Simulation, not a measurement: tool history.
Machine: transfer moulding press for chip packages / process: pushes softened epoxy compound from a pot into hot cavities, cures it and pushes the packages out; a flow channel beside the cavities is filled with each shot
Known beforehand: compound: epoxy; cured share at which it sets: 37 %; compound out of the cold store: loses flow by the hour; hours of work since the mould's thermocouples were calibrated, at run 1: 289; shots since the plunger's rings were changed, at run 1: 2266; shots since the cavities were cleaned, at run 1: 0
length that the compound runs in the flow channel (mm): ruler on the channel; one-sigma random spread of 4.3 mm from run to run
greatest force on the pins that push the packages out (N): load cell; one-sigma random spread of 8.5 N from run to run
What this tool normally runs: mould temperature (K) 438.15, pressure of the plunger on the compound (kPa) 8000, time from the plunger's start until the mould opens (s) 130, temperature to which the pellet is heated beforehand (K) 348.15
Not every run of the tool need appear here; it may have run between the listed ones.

run   hour  mould temperature (K)  pressure of the plunger on the compound (kPa)  time from the plunger's start until the mould opens (s)  temperature to which the pellet is heated beforehand (K)  hours of work since the mould's thermocouples were calibrated  shots since the plunger's rings were changed  shots since the cavities were cleaned  incoming compound's hours out of the cold store  length that the compound runs in the flow channel (mm)  greatest force on the pins that push the packages out (N)
  1    0.0                 438.15                                           8000                                                      130                                                    348.15                                                            289                                          2266                                      0                                             29.1                                                     759                                                        381
  2    7.8                 438.15                                           8000                                                      130                                                    348.15                                                            293                                          2336                                     70                                             42.9                                                     708                                                        474
  3   17.3                 438.15                                           8000                                                      130                                                    348.15                                                            299                                          2420                                    154                                             22.3                                                     771                                                        572
  4   24.3                 438.15                                           8000                                                      130                                                    348.15                                                            303                                          2483                                    217                                             40.7                                                     706                                                        597
  5   31.1                 438.15                                           8000                                                      130                                                    348.15                                                            307                                          2543                                    277                                             37.5                                                     714                                                        652
  6   37.8                 438.15                                           8000                                                      130                                                    348.15                                                            311                                          2602                                    336                                             23.2                                                     760                                                        709
      42.8  -- mould's thermocouples calibrated
  7   48.4                 438.15                                           8000                                                      130                                                    348.15                                                              3                                          2679                                    413                                             18.1                                                     784                                                        698
  8   57.1                 438.15                                           8000                                                      130                                                    348.15                                                              8                                          2757                                    491                                              9.5                                                     819                                                        780
      67.1  -- mould's thermocouples calibrated, once more
  9   68.3                 438.15                                           8000                                                      130                                                    348.15                                                              1                                          2839                                    573                                             12.7                                                     811                                                        848
      74.7  -- cavities cleaned with cleaning compound and waxed
 10   79.7                 438.15                                           8000                                                      130                                                    348.15                                                              7                                          2927                                     45                                             28.2                                                     745                                                        439
 11   89.2                 438.15                                           8000                                                      130                                                    348.15                                                             12                                          3011                                    129                                             33.6                                                     730                                                        542
 12   95.2                 438.15                                           8000                                                      130                                                    348.15                                                             16                                          3064                                    182                                             11.0                                                     801                                                        592
 13  100.4                 438.15                                           8000                                                      130                                                    348.15                                                             19                                          3111                                    229                                             24.4                                                     758                                                        619
 14  110.6                 438.15                                           8000                                                      130                                                    348.15                                                             25                                          3202                                    320                                             27.0                                                     752                                                        671
 15  118.5                 438.15                                           8000                                                      130                                                    348.15                                                             30                                          3272                                    390                                             28.4                                                     746                                                        748
 16  124.2                 438.15                                           8000                                                      130                                                    348.15                                                             33                                          3322                                    440                                             14.9                                                     786                                                        746
 17  132.6                 443.15                                           7630                                                      117                                                    338.15                                                             38                                          3397                                    515                                             11.5                                                     768                                                        739
 18  137.1                 438.15                                           6230                                                      140                                                    352.15                                                             41                                          3438                                    556                                             17.2                                                     688                                                        723
     145.3  -- cavities cleaned with cleaning compound and waxed
 19  148.8                 435.15                                           9090                                                      140                                                    356.15                                                             47                                          3528                                     31                                             23.2                                                     810                                                        466
 20  156.6                 438.15                                           6930                                                      128                                                    356.15                                                             51                                          3598                                    101                                             28.2                                                     685                                                        528
 21  165.6                 438.15                                           6930                                                      128                                                    356.15                                                             57                                          3678                                    181                                             40.6                                                     649                                                        604
 22  170.9                 438.15                                           6930                                                      128                                                    356.15                                                             60                                          3725                                    228                                             38.4                                                     651                                                        634
 23  179.6                 438.15                                           7150                                                      152                                                    357.15                                                             65                                          3802                                    305                                              9.8                                                     752                                                        616
 24  183.8                 438.15                                           7150                                                      152                                                    357.15                                                             67                                          3840                                    343                                             30.5                                                     694                                                        638
 25  188.3                 438.15                                           7150                                                      152                                                    357.15                                                             70                                          3880                                    383                                             33.0                                                     679                                                        636
 26  197.1                 438.15                                           8000                                                      159                                                    348.15                                                             75                                          3958                                    461                                             11.1                                                     790                                                        683
 27  206.4                 438.15                                           8000                                                      159                                                    348.15                                                             81                                          4041                                    544                                             11.9                                                     795                                                        692
     216.0  -- cavities cleaned with cleaning compound and waxed
 28  216.0                 438.15                                           7120                                                      146                                                    348.15                                                             86                                          4113                                      0                                             33.0                                                     669                                                        353

Forecast each of these 5 alternatives for the next run:
  A  223.5                 438.15                                           7120                                                      146                                                    339.15                                                             90                                          4179                                     66                                             42.0                                                       ?                                                          ?
  B  223.5                 435.15                                           7120                                                      146                                                    348.15                                                             90                                          4179                                     66                                             19.8                                                       ?                                                          ?
  C  223.5                 438.15                                           8410                                                      145                                                    346.15                                                             90                                          4179                                     66                                             13.6                                                       ?                                                          ?
  D  223.5                 438.15                                           6750                                                      132                                                    348.15                                                             90                                          4179                                     66                                             27.7                                                       ?                                                          ?
  E  223.5                 438.15                                           8340                                                      166                                                    355.15                                                             90                                          4179                                     66                                             21.4                                                       ?                                                          ?

run  length that the compound runs in the flow channel (mm)  greatest force on the pins that push the packages out (N)
  A                                                     642                                                        439
  B                                                     722                                                        486
  C                                                     803                                                        421
  D                                                     679                                                        453
  E                                                     767                                                        422
The same runs, with their run-to-run variation unchanged, on a tool lacking any hidden condition would have given:
run  length that the compound runs in the flow channel (mm)  greatest force on the pins that push the packages out (N)
  A                                                     700                                                        355
  B                                                     787                                                        398
  C                                                     875                                                        342
  D                                                     740                                                        369
  E                                                     836                                                        340

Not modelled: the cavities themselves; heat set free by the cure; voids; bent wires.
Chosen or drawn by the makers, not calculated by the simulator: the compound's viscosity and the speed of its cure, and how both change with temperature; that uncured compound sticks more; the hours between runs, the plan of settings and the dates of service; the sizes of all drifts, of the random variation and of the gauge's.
